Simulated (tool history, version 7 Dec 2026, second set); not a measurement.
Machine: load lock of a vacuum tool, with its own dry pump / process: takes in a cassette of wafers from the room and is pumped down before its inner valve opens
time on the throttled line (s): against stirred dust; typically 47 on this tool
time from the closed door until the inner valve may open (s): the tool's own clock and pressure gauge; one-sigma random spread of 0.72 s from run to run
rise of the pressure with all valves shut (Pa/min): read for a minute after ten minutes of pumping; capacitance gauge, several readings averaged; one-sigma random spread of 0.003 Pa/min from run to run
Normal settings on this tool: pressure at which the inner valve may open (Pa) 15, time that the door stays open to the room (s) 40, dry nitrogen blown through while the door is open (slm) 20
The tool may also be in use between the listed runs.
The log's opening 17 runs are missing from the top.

run,hour,time on the throttled line (s),pressure at which the inner valve may open (Pa),time that the door stays open to the room (s),dry nitrogen blown through while the door is open (slm),"incoming humidity of the room's air, %",time from the closed door until the inner valve may open (s),rise of the pressure with all valves shut (Pa/min)
18,1653.9,52,15,40,20,45.7,121.5,0.08
19,1756.5,52,15,40,20,42.7,122.7,0.077
20,1843.9,42,13,199,20,46.5,116.8,0.108
21,1935.2,42,13,199,20,46.4,116.7,0.111
22,2069.2,47,15,35,20,44.5,119.1,0.081
23,2207.3,47,15,40,20,48.9,119.6,0.084
24,2278.5,58,15,75,20,45.7,126.3,0.095
25,2346.8,78,15,40,5,44.9,142.1,0.098
26,2432.2,57,15,58,5,42.6,126.7,0.108
27,2520.9,63,20,40,20,45.2,128.2,0.084
28,2592.9,63,20,40,20,42,127.9,0.086
29,2681.3,56,23,32,9,44.3,121.3,0.101
30,2790.5,47,15,44,36,45.1,120.7,0.093
31,2900.2,47,28,59,20,45.5,112.7,0.099
32,2996.2,56,21,59,9,45.4,123.4,0.115
33,3108,56,21,59,9,43,123.1,0.114
34,3254.3,56,21,59,9,44.8,122.3,0.115
35,3356.1,47,15,62,19,40.6,120,0.109
36,3503.8,47,15,62,19,46.3,120.3,0.114
37,3632.6,78,14,218,11,41.8,144.4,0.154

3 options for the next run, each taken on its own from the tool as it stands now. Forecast them:
A,3717.9,26,15,40,7,49.4,?,?
B,3717.9,78,14,216,34,46.2,?,?
C,3717.9,69,13,218,9,46,?,?

run,time from the closed door until the inner valve may open (s),rise of the pressure with all valves shut (Pa/min)
A,106.7,0.126
B,144.7,0.136
C,136.3,0.162
Without the tool's hidden state the same runs would have given:
run,time from the closed door until the inner valve may open (s),rise of the pressure with all valves shut (Pa/min)
A,100.9,0.041
B,139.9,0.05
C,131.5,0.078
